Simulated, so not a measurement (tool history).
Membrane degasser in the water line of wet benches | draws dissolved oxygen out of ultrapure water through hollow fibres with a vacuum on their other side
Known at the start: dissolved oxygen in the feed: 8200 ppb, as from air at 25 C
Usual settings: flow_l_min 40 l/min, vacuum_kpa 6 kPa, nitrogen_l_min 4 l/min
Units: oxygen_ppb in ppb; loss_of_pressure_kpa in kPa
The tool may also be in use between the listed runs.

{"run": 1, "day": 0.0, "flow_l_min": 40, "vacuum_kpa": 6, "nitrogen_l_min": 4, "oxygen_ppb": 130.1, "loss_of_pressure_kpa": 54.97}
{"run": 2, "day": 1.992, "flow_l_min": 26, "vacuum_kpa": 6, "nitrogen_l_min": 4, "oxygen_ppb": 63.3, "loss_of_pressure_kpa": 35.53}
{"run": 3, "day": 4.038, "flow_l_min": 26, "vacuum_kpa": 6, "nitrogen_l_min": 4, "oxygen_ppb": 61.9, "loss_of_pressure_kpa": 35.79}
{"day": 5.675, "done": "seals of the vacuum lines changed"}
{"run": 4, "day": 5.862, "flow_l_min": 26, "vacuum_kpa": 6, "nitrogen_l_min": 4, "oxygen_ppb": 63.1, "loss_of_pressure_kpa": 35.7}
{"run": 5, "day": 8.179, "flow_l_min": 40, "vacuum_kpa": 6, "nitrogen_l_min": 4, "oxygen_ppb": 129.6, "loss_of_pressure_kpa": 54.7}
{"run": 6, "day": 10.262, "flow_l_min": 40, "vacuum_kpa": 6, "nitrogen_l_min": 4, "oxygen_ppb": 128.6, "loss_of_pressure_kpa": 54.91}
{"run": 7, "day": 11.246, "flow_l_min": 40, "vacuum_kpa": 7.54, "nitrogen_l_min": 4, "oxygen_ppb": 165.1, "loss_of_pressure_kpa": 55.03}
{"run": 8, "day": 12.429, "flow_l_min": 40, "vacuum_kpa": 7.54, "nitrogen_l_min": 4, "oxygen_ppb": 165.3, "loss_of_pressure_kpa": 54.66}
{"run": 9, "day": 13.938, "flow_l_min": 40, "vacuum_kpa": 6, "nitrogen_l_min": 8.89, "oxygen_ppb": 94.5, "loss_of_pressure_kpa": 54.69}
{"run": 10, "day": 16.292, "flow_l_min": 40, "vacuum_kpa": 7.95, "nitrogen_l_min": 8.89, "oxygen_ppb": 114.9, "loss_of_pressure_kpa": 55.16}
{"run": 11, "day": 18.479, "flow_l_min": 40, "vacuum_kpa": 6.76, "nitrogen_l_min": 3.18, "oxygen_ppb": 169.5, "loss_of_pressure_kpa": 55.17}
{"run": 12, "day": 20.767, "flow_l_min": 54, "vacuum_kpa": 6.76, "nitrogen_l_min": 3.18, "oxygen_ppb": 265.4, "loss_of_pressure_kpa": 74.19}
{"run": 13, "day": 22.054, "flow_l_min": 40, "vacuum_kpa": 6, "nitrogen_l_min": 2.55, "oxygen_ppb": 166, "loss_of_pressure_kpa": 55.09}
{"run": 14, "day": 23.654, "flow_l_min": 60, "vacuum_kpa": 4.83, "nitrogen_l_min": 5.1, "oxygen_ppb": 210.2, "loss_of_pressure_kpa": 82.12}
{"run": 15, "day": 24.954, "flow_l_min": 31, "vacuum_kpa": 3.67, "nitrogen_l_min": 4, "oxygen_ppb": 42, "loss_of_pressure_kpa": 42.57}
{"run": 16, "day": 26.954, "flow_l_min": 32, "vacuum_kpa": 6, "nitrogen_l_min": 4.86, "oxygen_ppb": 80, "loss_of_pressure_kpa": 44.08}
{"run": 17, "day": 28.521, "flow_l_min": 40, "vacuum_kpa": 11.71, "nitrogen_l_min": 4, "oxygen_ppb": 259.8, "loss_of_pressure_kpa": 54.77}
{"run": 18, "day": 29.538, "flow_l_min": 35, "vacuum_kpa": 4.18, "nitrogen_l_min": 9.54, "oxygen_ppb": 54.4, "loss_of_pressure_kpa": 48.14}
{"run": 19, "day": 31.658, "flow_l_min": 43, "vacuum_kpa": 12.13, "nitrogen_l_min": 4, "oxygen_ppb": 292.8, "loss_of_pressure_kpa": 59.27}

Hidden state or all else? Some run-to-run changes of oxygen_ppb, split into what the settings, what came in and random variation would give without the hidden state, and what is left for the hidden state (with any gauge scatter that isn't in both results):
The hidden state here: membrane still open, %; true pressure behind the membrane over the reading, kPa; air that leaks in behind the membrane, l/min; drift of the gauge itself on oxygen_ppb, %; drift of the gauge itself on loss_of_pressure_kpa, %.
Run 14 -> 15: flow_l_min 60 -> 31, vacuum_kpa 4.83 -> 3.67, nitrogen_l_min 5.1 -> 4. oxygen_ppb -168.2 ppb: hidden state -5.7, all else -162.5.
Run 18 -> 19: flow_l_min 35 -> 43, vacuum_kpa 4.18 -> 12.13, nitrogen_l_min 9.54 -> 4. oxygen_ppb +238.4 ppb: hidden state +3.3, all else +235.1.

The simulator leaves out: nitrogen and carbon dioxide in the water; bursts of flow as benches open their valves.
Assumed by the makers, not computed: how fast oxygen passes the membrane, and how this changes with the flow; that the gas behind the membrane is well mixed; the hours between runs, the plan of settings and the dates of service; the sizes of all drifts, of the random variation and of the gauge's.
